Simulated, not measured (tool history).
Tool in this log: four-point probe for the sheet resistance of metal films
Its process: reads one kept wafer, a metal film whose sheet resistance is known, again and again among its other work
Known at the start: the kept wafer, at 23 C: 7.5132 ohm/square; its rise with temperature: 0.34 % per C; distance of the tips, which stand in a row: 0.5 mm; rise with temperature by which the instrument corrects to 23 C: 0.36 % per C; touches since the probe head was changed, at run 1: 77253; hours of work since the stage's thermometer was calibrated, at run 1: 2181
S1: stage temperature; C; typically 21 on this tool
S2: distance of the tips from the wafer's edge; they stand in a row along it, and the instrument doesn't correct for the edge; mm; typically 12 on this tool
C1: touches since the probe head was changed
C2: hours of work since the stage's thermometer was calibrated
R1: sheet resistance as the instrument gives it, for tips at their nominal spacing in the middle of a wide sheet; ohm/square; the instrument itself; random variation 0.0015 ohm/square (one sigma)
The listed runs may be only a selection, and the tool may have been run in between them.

run      day  S1  S2     C1    C2        R1
  1        0  21  12  77253  2181  7.403363
  2      3.6  23  12  81092  2231  7.396272
  3    8.783  23  12  86623  2302   7.38991
  4   13.308  18  12  91448  2365  7.391391
  5   16.492  18  12  94846  2408  7.386194
      19.288  -- new probe head fitted
  6   19.562  18  12    292  2450   7.53091
  7   23.796  18  12   4810  2508  7.522953
  8   29.012  18  12  10374  2580  7.520852
  9   32.862  21  12  14478  2633  7.510853
      34.721  -- stage's thermometer calibrated
 10   36.067  21  12  17876    19  7.521438
 11   38.379  33  12  20340    50  7.501223
 12   43.288  33  12  25580   118  7.492892
 13   47.579  21  12  30156   177  7.504908
 14   50.904  21  12  33704   223  7.500605
 15   54.158  21  12  37172   268  7.496124
 16   56.754  24  22  39944   303  7.482454
 17   59.083  24  22  42427   335  7.478387
 18   63.854  24  22  47514   401  7.474927
 19   68.562  24  10  52540   466  7.472431
 20     71.8  24  10  55992   511  7.467651
 21    76.85  31  39  61376   580  7.445981
 22   81.621  21  13  66469   646  7.454914
 23   86.408  27  58  71576   712  7.434931
 24   91.212  20   5  76700   778  7.476436
 25   94.762  20   5  80487   827  7.476658
 26   99.038  31  42  85047   886  7.411438
 27  102.733  30  14  88989   936  7.413889
 28  106.979  25  18  93516   995  7.413646
 29  109.696  25  18  96414  1032  7.405717

Across each entry between runs, compare the hidden state at the last listed run before it with the hidden state at the first listed run after it:
From run 5 to run 6: new probe head fitted (day 19.288)
  inner tips' distance over the nominal, %: -1.53 -> 0.247; tips' flats over new ones', %: 52 -> 0; wafer's true temperature over the reading, C: -0.6 -> -0.61
  difference, measured minus the result without the unlogged condition, R1: -0.139822 -> +0.00411 ohm/square
From run 9 to run 10: stage's thermometer calibrated (day 34.721)
  inner tips' distance over the nominal, %: 0.029 -> -0.025; tips' flats over new ones', %: 8 -> 9; wafer's true temperature over the reading, C: -0.65 -> -0.01
  difference, measured minus the result without the unlogged condition, R1: -0.014486 -> -0.002268 ohm/square
